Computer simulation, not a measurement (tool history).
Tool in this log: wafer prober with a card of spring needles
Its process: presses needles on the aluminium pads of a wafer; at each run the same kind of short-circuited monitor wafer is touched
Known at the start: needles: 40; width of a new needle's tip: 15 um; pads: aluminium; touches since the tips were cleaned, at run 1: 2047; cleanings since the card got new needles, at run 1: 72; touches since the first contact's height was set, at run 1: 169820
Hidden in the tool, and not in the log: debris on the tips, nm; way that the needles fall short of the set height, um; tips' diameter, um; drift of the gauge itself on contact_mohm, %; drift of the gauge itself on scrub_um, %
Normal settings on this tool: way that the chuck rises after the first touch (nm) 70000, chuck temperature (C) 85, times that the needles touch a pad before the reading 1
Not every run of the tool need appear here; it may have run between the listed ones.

run	hour	way that the chuck rises after the first touch (nm)	chuck temperature (C)	times that the needles touch a pad before the reading	touches since the tips were cleaned	cleanings since the card got new needles	touches since the first contact's height was set	resistance of one needle with its contact and lead (mohm)	way that a needle slides on the pad (nm)
1	0.0	70000	85	1	2047	72	169820	135	10320
# hour 15.8: tips cleaned on abrasive film
# hour 40.5: tips cleaned on abrasive film
# hour 64.2: tips cleaned on abrasive film
2	79.1	70000	85	1	3359	75	187579	134	10330
# hour 88.2: tips cleaned on abrasive film
# hour 112.7: tips cleaned on abrasive film
# hour 136.2: tips cleaned on abrasive film
3	154.9	70000	85	1	4213	78	204581	135	10400
# hour 160.2: tips cleaned on abrasive film
# hour 183.2: tips cleaned on abrasive film
# hour 205.0: tips cleaned on abrasive film
4	205.0	62000	85	1	0	81	215814	137	9170
# hour 228.8: tips cleaned on abrasive film
# hour 251.9: tips cleaned on abrasive film
5	264.5	70000	85	1	2827	83	229158	136	10380
# hour 273.2: tips cleaned on abrasive film
# hour 298.3: tips cleaned on abrasive film
6	309.2	70000	85	1	2457	85	239189	134	10370
# hour 319.8: tips cleaned on abrasive film
# hour 342.3: tips cleaned on abrasive film
7	356.5	70000	85	1	3208	87	249814	135	10380
# hour 361.9: height of the first contact set anew
# hour 366.1: tips cleaned on abrasive film
# hour 392.2: tips cleaned on abrasive film
8	394.5	70000	85	1	527	89	7306	134	10390
# hour 415.1: tips cleaned on abrasive film
9	430.4	85000	85	1	3437	90	15368	134	12560
# hour 439.2: tips cleaned on abrasive film
# hour 463.2: tips cleaned on abrasive film
# hour 487.4: tips cleaned on abrasive film
10	491.8	85000	85	1	981	93	29127	133	12600
# hour 511.7: tips cleaned on abrasive film
# hour 537.9: tips cleaned on abrasive film
11	547.9	80000	85	1	2258	95	41732	133	11820
# hour 563.7: tips cleaned on abrasive film
# hour 586.4: tips cleaned on abrasive film
12	586.4	80000	85	1	0	97	50366	135	11870
# hour 610.7: tips cleaned on abrasive film
# hour 633.6: tips cleaned on abrasive film
# hour 656.5: tips cleaned on abrasive film
13	670.6	80000	85	1	3177	100	69261	133	11840
# hour 681.2: tips cleaned on abrasive film
# hour 702.9: tips cleaned on abrasive film
# hour 726.4: tips cleaned on abrasive film
# hour 750.9: tips cleaned on abrasive film
14	750.9	70000	85	1	0	104	87272	135	10340
# hour 773.9: tips cleaned on abrasive film
# hour 797.9: tips cleaned on abrasive film
# hour 819.6: tips cleaned on abrasive film
15	834.7	70000	85	1	3388	107	106070	134	10330
# hour 843.3: tips cleaned on abrasive film
# hour 866.3: tips cleaned on abrasive film
# hour 889.4: tips cleaned on abrasive film
# hour 914.4: tips cleaned on abrasive film
16	920.3	63000	48	2	1320	111	125268	130	9350
# hour 940.6: tips cleaned on abrasive film
# hour 965.8: tips cleaned on abrasive film
17	968.1	89000	39	2	539	113	136012	127	13200
# hour 987.0: tips cleaned on abrasive film
18	1003.7	56000	85	2	3749	114	143993	142	8310
# hour 1009.0: tips cleaned on abrasive film
# hour 1035.3: tips cleaned on abrasive film
19	1040.0	56000	85	2	1063	116	152144	139	8290
# hour 1059.4: tips cleaned on abrasive film
# hour 1084.2: tips cleaned on abrasive film
# hour 1108.7: tips cleaned on abrasive film
20	1118.9	73000	92	2	2294	119	169835	134	10800
# hour 1134.7: tips cleaned on abrasive film
# hour 1159.8: tips cleaned on abrasive film
# hour 1182.6: tips cleaned on abrasive film
# hour 1205.0: tips cleaned on abrasive film
21	1205.0	86000	85	1	0	123	189161	134	12730
# hour 1230.6: tips cleaned on abrasive film
# hour 1255.1: tips cleaned on abrasive film
22	1262.1	86000	85	1	1573	125	201962	130	12740
# hour 1280.3: tips cleaned on abrasive film
# hour 1304.4: tips cleaned on abrasive film
# hour 1328.4: tips cleaned on abrasive film
23	1333.0	86000	85	1	1024	128	217877	133	12680
# hour 1353.4: tips cleaned on abrasive film
# hour 1374.5: tips cleaned on abrasive film
# hour 1399.6: tips cleaned on abrasive film
24	1412.2	70000	85	2	2854	131	235661	137	10300
# hour 1422.8: tips cleaned on abrasive film
# hour 1444.1: tips cleaned on abrasive film
# hour 1467.8: tips cleaned on abrasive film
# hour 1476.8: height of the first contact set anew
25	1487.3	70000	85	2	4321	134	2367	135	10340
# hour 1492.6: tips cleaned on abrasive film
# hour 1518.1: tips cleaned on abrasive film
# hour 1544.0: tips cleaned on abrasive film
26	1555.3	70000	85	2	2542	137	17619	136	10330
# hour 1565.8: tips cleaned on abrasive film
# hour 1588.7: tips cleaned on abrasive film
27	1606.8	70000	85	2	4081	139	29177	135	10330

3 options for the next run, each taken on its own from the tool as it stands now. Forecast them:
# hour 1612.1: tips cleaned on abrasive film
# hour 1636.0: tips cleaned on abrasive film
# hour 1662.3: tips cleaned on abrasive film
A	1668.7	70000	98	2	1449	142	43066	?	?
# hour 1612.1: tips cleaned on abrasive film
# hour 1636.0: tips cleaned on abrasive film
# hour 1662.3: tips cleaned on abrasive film
B	1668.7	69000	85	2	1449	142	43066	?	?
# hour 1612.1: tips cleaned on abrasive film
# hour 1636.0: tips cleaned on abrasive film
# hour 1662.3: tips cleaned on abrasive film
C	1668.7	60000	85	2	1449	142	43066	?	?

run	resistance of one needle with its contact and lead (mohm)	way that a needle slides on the pad (nm)
A	136	10400
B	141	10180
C	136	8910
Had the tool no hidden state, the same runs would have come out as:
run	resistance of one needle with its contact and lead (mohm)	way that a needle slides on the pad (nm)
A	136	10400
B	141	10180
C	136	8910
